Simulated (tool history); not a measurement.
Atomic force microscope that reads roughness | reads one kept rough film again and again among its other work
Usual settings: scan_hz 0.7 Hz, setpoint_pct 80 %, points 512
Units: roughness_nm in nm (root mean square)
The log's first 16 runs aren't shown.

run	hour	scan_hz	setpoint_pct	points	roughness_nm
17	420.6	2.907	80	512	4.848
18	453.4	0.794	80	512	5.245
19	476	0.794	80	512	5.266
# hour 479.6: new tip fitted
20	506.4	0.794	80	512	5.269
21	531.5	0.794	80	512	5.223
22	556.5	1.109	80	512	5.179
23	581.5	1.109	80	512	5.174
# hour 589.1: new tip fitted
24	602.3	0.551	69	512	5.378
25	632.4	0.7	79	812	5.289
26	657.6	0.7	79	812	5.348
27	677.3	0.7	79	812	5.308
# hour 700.1: new tip fitted
28	711.7	2.03	79	812	5.008
29	737.1	2.03	65	429	5.23
30	757.3	0.846	65	345	5.356
31	778.2	0.846	65	345	5.359
# hour 809.3: new tip fitted
32	810.5	0.846	79	901	5.284
33	844.5	2.172	90	373	4.72
34	873.1	2.172	90	373	4.701
35	908	2.172	90	373	4.697
# hour 920.7: new tip fitted
36	930.4	0.575	73	281	5.343
37	960.8	0.63	80	289	5.283

Forecast each of these 3 alternatives for the next run:
A	981.3	3.441	56	661	?
B	981.3	1.028	78	422	?
C	981.3	0.689	71	289	?

run	roughness_nm
A	5.194
B	5.269
C	5.365
Without the tool's hidden state the same runs would have given:
run	roughness_nm
A	5.2
B	5.275
C	5.372

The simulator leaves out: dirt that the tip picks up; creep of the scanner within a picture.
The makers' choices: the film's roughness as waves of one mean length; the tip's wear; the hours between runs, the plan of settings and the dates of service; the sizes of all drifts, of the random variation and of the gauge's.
